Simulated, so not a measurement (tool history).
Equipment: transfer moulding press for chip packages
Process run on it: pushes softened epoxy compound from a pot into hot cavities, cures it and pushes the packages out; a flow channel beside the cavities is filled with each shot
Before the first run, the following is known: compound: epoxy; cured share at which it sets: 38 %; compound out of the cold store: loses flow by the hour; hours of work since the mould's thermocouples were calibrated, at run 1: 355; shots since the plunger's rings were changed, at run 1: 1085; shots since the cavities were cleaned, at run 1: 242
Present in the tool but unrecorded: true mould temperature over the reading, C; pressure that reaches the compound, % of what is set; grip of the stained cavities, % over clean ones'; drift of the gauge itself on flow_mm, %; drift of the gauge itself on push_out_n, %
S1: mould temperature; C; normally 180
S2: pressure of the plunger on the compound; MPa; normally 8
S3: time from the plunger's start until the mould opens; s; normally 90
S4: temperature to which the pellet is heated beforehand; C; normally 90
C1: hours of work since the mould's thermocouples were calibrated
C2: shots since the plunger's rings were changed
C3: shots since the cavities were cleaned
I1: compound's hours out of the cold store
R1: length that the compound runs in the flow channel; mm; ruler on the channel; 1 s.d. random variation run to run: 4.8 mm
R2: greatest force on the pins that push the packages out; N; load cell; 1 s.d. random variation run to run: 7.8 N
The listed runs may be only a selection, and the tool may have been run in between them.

run 1 day=0 | S1=180 S2=8 S3=90 S4=90 | C1=355 C2=1085 C3=242 | I1=22.8 | R1=609 R2=423
run 2 day=1.4 | S1=180 S2=8 S3=90 S4=90 | C1=379 C2=1565 C3=722 | I1=21.1 | R1=595 R2=502
-- day=1.883 cavities cleaned with cleaning compound and waxed
run 3 day=2.392 | S1=180 S2=8 S3=90 S4=90 | C1=395 C2=1885 C3=174 | I1=27.7 | R1=580 R2=389
run 4 day=3.771 | S1=180 S2=8 S3=108 S4=90 | C1=419 C2=2359 C3=648 | I1=11.6 | R1=620 R2=375
-- day=4.421 cavities cleaned with cleaning compound and waxed
run 5 day=4.608 | S1=183 S2=8 S3=90 S4=90 | C1=433 C2=2624 C3=64 | I1=17.8 | R1=599 R2=306
run 6 day=5.321 | S1=183 S2=8 S3=90 S4=90 | C1=445 C2=2870 C3=310 | I1=44.7 | R1=537 R2=348
-- day=6.817 mould's thermocouples calibrated
-- day=7.1 plunger's sealing rings changed
-- day=7.162 cavities cleaned with cleaning compound and waxed
run 7 day=7.312 | S1=183 S2=8 S3=90 S4=90 | C1=6 C2=52 C3=52 | I1=16.4 | R1=617 R2=308
run 8 day=8.229 | S1=180 S2=8 S3=94 S4=90 | C1=22 C2=367 C3=367 | I1=20.5 | R1=609 R2=416
run 9 day=9.133 | S1=180 S2=8 S3=94 S4=90 | C1=37 C2=677 C3=677 | I1=21.4 | R1=599 R2=452
-- day=9.696 cavities cleaned with cleaning compound and waxed
run 10 day=10.692 | S1=180 S2=8 S3=90 S4=90 | C1=64 C2=1191 C3=342 | I1=17 | R1=615 R2=485
run 11 day=12.121 | S1=180 S2=8 S3=96 S4=90 | C1=88 C2=1682 C3=833 | I1=23.6 | R1=594 R2=446
-- day=12.288 cavities cleaned with cleaning compound and waxed
run 12 day=13.771 | S1=180 S2=8 S3=96 S4=90 | C1=116 C2=2228 C3=510 | I1=10 | R1=621 R2=443
-- day=14.858 cavities cleaned with cleaning compound and waxed
run 13 day=15.138 | S1=180 S2=8 S3=96 S4=90 | C1=139 C2=2675 C3=96 | I1=16.3 | R1=598 R2=337

For run 14, what comes out?
run 14 day=16.15 | S1=178 S2=8.15 S3=90 S4=90 | C1=157 C2=3023 C3=444 | I1=44.7 | R1=? R2=?

{"run 14": {"R1": 542, "R2": 505}}
Were there no unlogged condition in the tool, this run, its random variation unchanged, would have produced R1 569 mm, R2 346 N.
